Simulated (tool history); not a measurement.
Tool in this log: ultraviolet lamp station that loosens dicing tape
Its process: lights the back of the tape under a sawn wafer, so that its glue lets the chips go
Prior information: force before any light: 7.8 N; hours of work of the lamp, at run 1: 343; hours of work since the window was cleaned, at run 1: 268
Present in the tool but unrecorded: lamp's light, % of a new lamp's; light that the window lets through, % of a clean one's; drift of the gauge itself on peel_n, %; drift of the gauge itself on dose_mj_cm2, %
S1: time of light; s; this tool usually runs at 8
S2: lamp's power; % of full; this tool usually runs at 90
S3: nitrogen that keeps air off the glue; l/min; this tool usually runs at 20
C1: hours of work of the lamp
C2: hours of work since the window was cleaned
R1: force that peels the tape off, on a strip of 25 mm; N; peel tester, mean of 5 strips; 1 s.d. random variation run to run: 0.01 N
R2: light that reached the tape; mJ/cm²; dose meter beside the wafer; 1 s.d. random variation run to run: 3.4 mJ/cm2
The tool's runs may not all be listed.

run 1 hour=0 | S1=8 S2=90 S3=20 | C1=343 C2=268 | R1=0.448 R2=556
run 2 hour=19.9 | S1=8 S2=90 S3=20 | C1=354 C2=279 | R1=0.459 R2=555
run 3 hour=40.9 | S1=8 S2=90 S3=20 | C1=366 C2=291 | R1=0.433 R2=551
run 4 hour=64.9 | S1=8 S2=90 S3=20 | C1=380 C2=305 | R1=0.455 R2=548
run 5 hour=88.5 | S1=8 S2=71 S3=20 | C1=393 C2=319 | R1=0.789 R2=437
run 6 hour=108.6 | S1=8 S2=71 S3=20 | C1=405 C2=330 | R1=0.79 R2=429
run 7 hour=135.2 | S1=8 S2=71 S3=20 | C1=420 C2=346 | R1=0.761 R2=437
run 8 hour=152.2 | S1=8 S2=71 S3=20 | C1=430 C2=355 | R1=0.805 R2=438
run 9 hour=166.1 | S1=8 S2=71 S3=10 | C1=438 C2=363 | R1=1.239 R2=430
run 10 hour=189.2 | S1=13 S2=90 S3=20 | C1=451 C2=376 | R1=0.114 R2=884
run 11 hour=217.9 | S1=13 S2=60 S3=20 | C1=468 C2=393 | R1=0.355 R2=598
run 12 hour=242.5 | S1=14 S2=90 S3=11 | C1=482 C2=407 | R1=0.156 R2=974
run 13 hour=258.2 | S1=14 S2=91 S3=11 | C1=491 C2=416 | R1=0.153 R2=981
run 14 hour=290 | S1=14 S2=91 S3=11 | C1=509 C2=434 | R1=0.148 R2=972
run 15 hour=316.7 | S1=14 S2=91 S3=11 | C1=524 C2=450 | R1=0.157 R2=976
run 16 hour=346.8 | S1=12 S2=91 S3=9 | C1=542 C2=467 | R1=0.284 R2=846
run 17 hour=362.3 | S1=16 S2=90 S3=30 | C1=550 C2=476 | R1=0.056 R2=1106

Branching from run 17: 5 alternative next runs. What would each branch give?
run A hour=389.8 | S1=5 S2=92 S3=20 | C1=566 C2=492 | R1=? R2=?
run B hour=389.8 | S1=5 S2=99 S3=20 | C1=566 C2=492 | R1=? R2=?
run C hour=389.8 | S1=7 S2=68 S3=9 | C1=566 C2=492 | R1=? R2=?
run D hour=389.8 | S1=7 S2=96 S3=14 | C1=566 C2=492 | R1=? R2=?
run E hour=389.8 | S1=16 S2=86 S3=36 | C1=566 C2=492 | R1=? R2=?

run=A R1=1.241 R2=351
run=B R1=1.063 R2=377
run=C R1=1.741 R2=367
run=D R1=0.705 R2=517
run=E R1=0.071 R2=1050
Take away the tool's hidden state, keep each run's random variation, and the runs would have read:
run=A R1=1.237 R2=351
run=B R1=1.059 R2=377
run=C R1=1.737 R2=368
run=D R1=0.702 R2=518
run=E R1=0.071 R2=1051

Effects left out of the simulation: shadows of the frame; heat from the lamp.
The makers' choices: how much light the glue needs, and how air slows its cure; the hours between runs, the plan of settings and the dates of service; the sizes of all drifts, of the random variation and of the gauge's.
